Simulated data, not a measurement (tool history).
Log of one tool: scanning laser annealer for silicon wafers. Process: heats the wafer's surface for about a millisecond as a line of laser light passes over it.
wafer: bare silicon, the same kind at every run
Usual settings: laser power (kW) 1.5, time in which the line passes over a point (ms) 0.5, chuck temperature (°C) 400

| run | hour | laser power (kW) | time in which the line passes over a point (ms) | chuck temperature (°C) | highest temperature of the surface (°C) |
|---|---|---|---|---|---|
| 1 | 0 | 1.5 | 0.5 | 400 | 1134 |
| 2 | 30.9 | 1.5 | 0.46 | 400 | 1106 |
| 3 | 64.8 | 1.5 | 0.46 | 400 | 1109 |
| 4 | 124.7 | 1.5 | 0.5 | 400 | 1128 |
| 5 | 188.1 | 1.5 | 0.5 | 400 | 1130 |
| 6 | 217.8 | 1.5 | 0.5 | 400 | 1131 |
|  | 275.3 | optics aligned, line set to its width |
| 7 | 288.3 | 1.5 | 0.5 | 400 | 1147 |
|  | 295.6 | window over the wafer cleaned |
| 8 | 327.9 | 1.5 | 0.5 | 400 | 1147 |
| 9 | 360.2 | 1.5 | 0.5 | 400 | 1147 |
| 10 | 430.8 | 1.5 | 0.5 | 400 | 1142 |
| 11 | 461 | 1.5 | 0.5 | 400 | 1143 |
| 12 | 491.2 | 1.5 | 0.5 | 400 | 1138 |
| 13 | 527.9 | 1.5 | 0.5 | 400 | 1142 |

Forecast run 14:
| 14 | 556.9 | 1.551 | 0.478 | 406 | ? |

{"run 14": {"highest temperature of the surface (°C)": 1155}}
Without the tool's hidden state the same run would have given highest temperature of the surface (°C) 1160.
